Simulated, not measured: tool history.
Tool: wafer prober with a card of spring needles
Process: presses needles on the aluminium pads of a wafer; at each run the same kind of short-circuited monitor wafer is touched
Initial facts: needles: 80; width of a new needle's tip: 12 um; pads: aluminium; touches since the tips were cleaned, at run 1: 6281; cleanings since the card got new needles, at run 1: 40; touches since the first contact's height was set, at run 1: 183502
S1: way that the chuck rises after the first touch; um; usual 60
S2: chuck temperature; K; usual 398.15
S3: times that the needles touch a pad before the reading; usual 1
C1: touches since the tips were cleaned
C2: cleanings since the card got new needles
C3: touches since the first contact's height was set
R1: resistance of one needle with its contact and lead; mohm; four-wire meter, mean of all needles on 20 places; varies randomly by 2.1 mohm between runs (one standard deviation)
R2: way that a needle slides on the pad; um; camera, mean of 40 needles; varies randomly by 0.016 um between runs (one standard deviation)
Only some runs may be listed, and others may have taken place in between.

Run 1, hour 0: usual settings; C1 6281; C2 40; C3 183502. Result: R1 303 mohm, R2 14.11 um.
At hour 6.5: tips cleaned on abrasive film.
At hour 25: tips cleaned on abrasive film.
At hour 38.1: height of the first contact set anew.
At hour 43.1: tips cleaned on abrasive film.
Run 2, hour 43.1: usual settings; C1 0; C2 43; C3 2505. Result: R1 240 mohm, R2 14.34 um.
At hour 62.2: tips cleaned on abrasive film.
Run 3, hour 64.1: usual settings; C1 960; C2 44; C3 13174. Result: R1 258 mohm, R2 14.37 um.
At hour 80.4: tips cleaned on abrasive film.
Run 4, hour 87.4: usual settings; C1 3602; C2 45; C3 25073. Result: R1 284 mohm, R2 14.32 um.
At hour 99: tips cleaned on abrasive film.
At hour 117.8: tips cleaned on abrasive film.
Run 5, hour 118.7: usual settings; C1 455; C2 47; C3 40966. Result: R1 249 mohm, R2 14.27 um.
At hour 135: tips cleaned on abrasive film.
At hour 152.9: tips cleaned on abrasive film.
Run 6, hour 154.5: usual settings; C1 802; C2 49; C3 59203. Result: R1 258 mohm, R2 14.27 um.
At hour 170.6: tips cleaned on abrasive film.
At hour 189.4: tips cleaned on abrasive film.
Run 7, hour 193.8: usual settings; C1 2255; C2 51; C3 79244. Result: R1 280 mohm, R2 14.24 um.
At hour 208.1: tips cleaned on abrasive film.
Run 8, hour 218.5: usual settings; C1 5357; C2 52; C3 91829. Result: R1 302 mohm, R2 14.23 um.
At hour 225.2: tips cleaned on abrasive film.
At hour 244.9: tips cleaned on abrasive film.
Run 9, hour 260.3: usual settings but S2 323.15 K; C1 7922; C2 54; C3 113128. Result: R1 309 mohm, R2 14.22 um.
At hour 263.1: tips cleaned on abrasive film.
At hour 283.3: tips cleaned on abrasive film.
Run 10, hour 298.9: usual settings but S2 313.15 K; C1 7982; C2 56; C3 132748. Result: R1 307 mohm, R2 14.18 um.
At hour 303.1: tips cleaned on abrasive film.
At hour 321.1: tips cleaned on abrasive film.
At hour 339: tips cleaned on abrasive film.
Run 11, hour 341.7: usual settings but S2 320.15 K; C1 1384; C2 59; C3 154528. Result: R1 248 mohm, R2 14.15 um.
At hour 359.4: tips cleaned on abrasive film.
At hour 379.1: tips cleaned on abrasive film.
Run 12, hour 384.1: usual settings but S2 320.15 K; C1 2566; C2 61; C3 176105. Result: R1 267 mohm, R2 14.07 um.
At hour 399.6: tips cleaned on abrasive film.
At hour 418.9: tips cleaned on abrasive film.
Run 13, hour 425.8: usual settings but S2 320.15 K; C1 3515; C2 63; C3 197343. Result: R1 275 mohm, R2 14.05 um.
At hour 437.9: tips cleaned on abrasive film.
At hour 438.2: height of the first contact set anew.
At hour 455.9: tips cleaned on abrasive film.
Run 14, hour 455.9: usual settings but S2 320.15 K; C1 0; C2 65; C3 9055. Result: R1 221 mohm, R2 14.33 um.
At hour 474.7: tips cleaned on abrasive film.
Run 15, hour 486.6: usual settings but S2 320.15 K; C1 6072; C2 66; C3 24691. Result: R1 294 mohm, R2 14.31 um.
At hour 493.7: tips cleaned on abrasive film.
At hour 511.2: tips cleaned on abrasive film.
Run 16, hour 525: usual settings but S1 58 um, S2 322.15 K; C1 7051; C2 68; C3 44226. Result: R1 306 mohm, R2 13.83 um.
At hour 531.5: tips cleaned on abrasive film.
At hour 550.8: tips cleaned on abrasive film.
Run 17, hour 558.4: usual settings but S1 57 um, S2 322.15 K; C1 3861; C2 70; C3 61228. Result: R1 286 mohm, R2 13.54 um.
At hour 568.3: tips cleaned on abrasive film.
At hour 586.5: tips cleaned on abrasive film.
Run 18, hour 602.5: usual settings but S1 57 um, S2 322.15 K; C1 8173; C2 72; C3 83712. Result: R1 326 mohm, R2 13.54 um.
At hour 605.2: tips cleaned on abrasive film.
At hour 623.4: tips cleaned on abrasive film.
Run 19, hour 636.9: usual settings but S1 57 um, S2 322.15 K; C1 6888; C2 74; C3 101202. Result: R1 317 mohm, R2 13.48 um.
At hour 640.8: tips cleaned on abrasive film.
At hour 658.1: tips cleaned on abrasive film.
Run 20, hour 663.4: usual settings but S1 44 um, S2 308.15 K, S3 3; C1 2688; C2 76; C3 114663. Result: R1 245 mohm, R2 10.34 um.
At hour 675.7: tips cleaned on abrasive film.
Run 21, hour 689.9: usual settings but S1 44 um, S2 308.15 K, S3 3; C1 7300; C2 77; C3 128199. Result: R1 282 mohm, R2 10.31 um.
At hour 695.2: tips cleaned on abrasive film.
At hour 713.1: tips cleaned on abrasive film.
Run 22, hour 729: usual settings but S2 301.15 K; C1 8125; C2 79; C3 148088. Result: R1 315 mohm, R2 14.1 um.
At hour 731.4: tips cleaned on abrasive film.
Run 23, hour 747.7: usual settings but S1 62 um, S3 2; C1 8381; C2 80; C3 157641. Result: R1 284 mohm, R2 14.58 um.
At hour 750.2: tips cleaned on abrasive film.
At hour 768.2: tips cleaned on abrasive film.
Run 24, hour 768.3: usual settings but S1 62 um, S3 2; C1 47; C2 82; C3 168057. Result: R1 239 mohm, R2 14.57 um.
At hour 786.1: tips cleaned on abrasive film.
At hour 804.5: tips cleaned on abrasive film.
Run 25, hour 804.5: usual settings but S1 58 um, S2 357.15 K, S3 2; C1 0; C2 84; C3 186511. Result: R1 230 mohm, R2 13.58 um.
At hour 823.8: tips cleaned on abrasive film.
At hour 837.1: height of the first contact set anew.
Run 26, hour 839.5: usual settings but S1 79 um, S2 331.15 K, S3 3; C1 7865; C2 85; C3 1241. Result: R1 239 mohm, R2 18.95 um.
At hour 843: tips cleaned on abrasive film.
At hour 860.6: tips cleaned on abrasive film.
Run 27, hour 876.6: usual settings but S1 51 um, S2 342.15 K, S3 2; C1 8171; C2 87; C3 20116. Result: R1 297 mohm, R2 12.17 um.
At hour 880.5: tips cleaned on abrasive film.
At hour 900.7: tips cleaned on abrasive film.
Run 28, hour 911.1: usual settings but S2 382.15 K, S3 3; C1 5288; C2 89; C3 37671. Result: R1 255 mohm, R2 14.32 um.

3 ways to go on from here, each from the tool as it stands after run 28. What would each give?
At hour 921.2: tips cleaned on abrasive film.
At hour 938.4: tips cleaned on abrasive film.
Run A, hour 944.1: usual settings but S2 382.15 K, S3 3; C1 2951; C2 91; C3 54499. Result: R1 ?, R2 ?.
At hour 921.2: tips cleaned on abrasive film.
At hour 938.4: tips cleaned on abrasive film.
Run B, hour 944.1: usual settings but S1 67 um; C1 2951; C2 91; C3 54499. Result: R1 ?, R2 ?.
At hour 921.2: tips cleaned on abrasive film.
At hour 938.4: tips cleaned on abrasive film.
Run C, hour 944.1: usual settings but S1 75 um, S2 382.15 K; C1 2951; C2 91; C3 54499. Result: R1 ?, R2 ?.

run   R1     R2
  A  247  14.28
  B  267  15.97
  C  260  17.87
What these runs would have given with no unlogged condition in the tool:
run   R1     R2
  A  229  14.37
  B  229  16.06
  C  227  17.96
